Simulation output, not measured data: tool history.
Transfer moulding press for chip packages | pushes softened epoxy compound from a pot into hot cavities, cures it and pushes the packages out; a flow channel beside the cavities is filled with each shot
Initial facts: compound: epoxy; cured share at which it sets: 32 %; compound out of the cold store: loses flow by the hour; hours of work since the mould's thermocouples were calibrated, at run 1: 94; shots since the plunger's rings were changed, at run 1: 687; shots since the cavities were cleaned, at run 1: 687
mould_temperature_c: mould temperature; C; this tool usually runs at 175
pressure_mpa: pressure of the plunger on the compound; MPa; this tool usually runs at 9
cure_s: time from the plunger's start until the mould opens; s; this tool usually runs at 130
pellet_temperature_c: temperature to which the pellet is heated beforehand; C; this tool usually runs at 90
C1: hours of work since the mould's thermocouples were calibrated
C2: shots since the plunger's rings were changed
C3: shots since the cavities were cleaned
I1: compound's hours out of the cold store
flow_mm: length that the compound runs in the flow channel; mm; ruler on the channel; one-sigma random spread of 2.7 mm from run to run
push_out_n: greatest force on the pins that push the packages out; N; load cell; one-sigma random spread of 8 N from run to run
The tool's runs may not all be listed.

Run 1, day 0: usual settings; C1 94; C2 687; C3 687; I1 33.9. Result: flow_mm 635 mm, push_out_n 555 N.
Run 2, day 1.546: usual settings; C1 120; C2 1080; C3 1080; I1 18.9. Result: flow_mm 687 mm, push_out_n 623 N.
At day 2: cavities cleaned with cleaning compound and waxed.
Run 3, day 2.608: usual settings but pressure_mpa 7.22 MPa; C1 137; C2 1334; C3 155; I1 26. Result: flow_mm 588 mm, push_out_n 422 N.
Run 4, day 3.862: usual settings but pressure_mpa 7.22 MPa, cure_s 144 s; C1 158; C2 1654; C3 475; I1 19.5. Result: flow_mm 609 mm, push_out_n 480 N.
Run 5, day 5.45: usual settings; C1 185; C2 2058; C3 879; I1 18.8. Result: flow_mm 685 mm, push_out_n 608 N.
At day 6.729: cavities cleaned with cleaning compound and waxed.
Run 6, day 7.3: usual settings; C1 215; C2 2512; C3 145; I1 35.4. Result: flow_mm 621 mm, push_out_n 391 N.
Run 7, day 8.229: usual settings; C1 231; C2 2749; C3 382; I1 12.5. Result: flow_mm 704 mm, push_out_n 481 N.
Run 8, day 9.1: usual settings but pellet_temperature_c 81 C; C1 246; C2 2970; C3 603; I1 38.7. Result: flow_mm 607 mm, push_out_n 534 N.
At day 9.342: mould's thermocouples calibrated.
Run 9, day 10.392: usual settings but pellet_temperature_c 93 C; C1 18; C2 3277; C3 910; I1 36.4. Result: flow_mm 617 mm, push_out_n 570 N.
At day 11.529: cavities cleaned with cleaning compound and waxed.
Run 10, day 11.629: usual settings but pellet_temperature_c 93 C; C1 38; C2 3576; C3 25; I1 32.9. Result: flow_mm 622 mm, push_out_n 351 N.
Run 11, day 13.579: usual settings but mould_temperature_c 171 C, pressure_mpa 10.69 MPa, pellet_temperature_c 93 C; C1 71; C2 4072; C3 521; I1 25.3. Result: flow_mm 717 mm, push_out_n 620 N.
Run 12, day 15.412: usual settings but mould_temperature_c 176 C, pressure_mpa 10.69 MPa, pellet_temperature_c 93 C; C1 102; C2 4539; C3 988; I1 40.6. Result: flow_mm 642 mm, push_out_n 585 N.
At day 16.258: cavities cleaned with cleaning compound and waxed.
Run 13, day 17.579: usual settings but pressure_mpa 8.16 MPa, cure_s 136 s; C1 138; C2 5074; C3 336; I1 38.7. Result: flow_mm 570 mm, push_out_n 452 N.
At day 19.712: mould's thermocouples calibrated, once more.
Run 14, day 19.733: usual settings but mould_temperature_c 172 C, pressure_mpa 8.28 MPa, cure_s 136 s; C1 0; C2 5601; C3 863; I1 13.2. Result: flow_mm 662 mm, push_out_n 606 N.
At day 21.038: cavities cleaned with cleaning compound and waxed.
Run 15, day 21.083: usual settings but mould_temperature_c 172 C, pressure_mpa 8.28 MPa, cure_s 136 s; C1 22; C2 5929; C3 12; I1 46.7. Result: flow_mm 552 mm, push_out_n 364 N.
At day 22.433: plunger's sealing rings changed.
Run 16, day 22.9: usual settings but mould_temperature_c 172 C, pressure_mpa 8.28 MPa, cure_s 136 s; C1 51; C2 119; C3 447; I1 35.2. Result: flow_mm 613 mm, push_out_n 528 N.

Alternative continuations, all from the tool just after run 16; predict every row:
Run A, day 24.179: usual settings but mould_temperature_c 171 C, pressure_mpa 7.1 MPa; C1 73; C2 444; C3 772; I1 46.3. Result: flow_mm ?, push_out_n ?.
Run B, day 24.179: usual settings but mould_temperature_c 180 C, pressure_mpa 10.36 MPa; C1 73; C2 444; C3 772; I1 36.4. Result: flow_mm ?, push_out_n ?.
Run C, day 24.179: usual settings but cure_s 147 s; C1 73; C2 444; C3 772; I1 14.8. Result: flow_mm ?, push_out_n ?.
Run D, day 24.179: usual settings but pellet_temperature_c 92 C; C1 73; C2 444; C3 772; I1 12.3. Result: flow_mm ?, push_out_n ?.
Run E, day 24.179: usual settings but mould_temperature_c 183 C, pressure_mpa 8.28 MPa, cure_s 139 s, pellet_temperature_c 86 C; C1 73; C2 444; C3 772; I1 12.5. Result: flow_mm ?, push_out_n ?.

run  flow_mm  push_out_n
  A      534         626
  B      658         530
  C      711         513
  D      723         563
  E      675         505
Without the tool's hidden state the same runs would have given:
run  flow_mm  push_out_n
  A      536         373
  B      660         320
  C      713         305
  D      726         334
  E      677         302

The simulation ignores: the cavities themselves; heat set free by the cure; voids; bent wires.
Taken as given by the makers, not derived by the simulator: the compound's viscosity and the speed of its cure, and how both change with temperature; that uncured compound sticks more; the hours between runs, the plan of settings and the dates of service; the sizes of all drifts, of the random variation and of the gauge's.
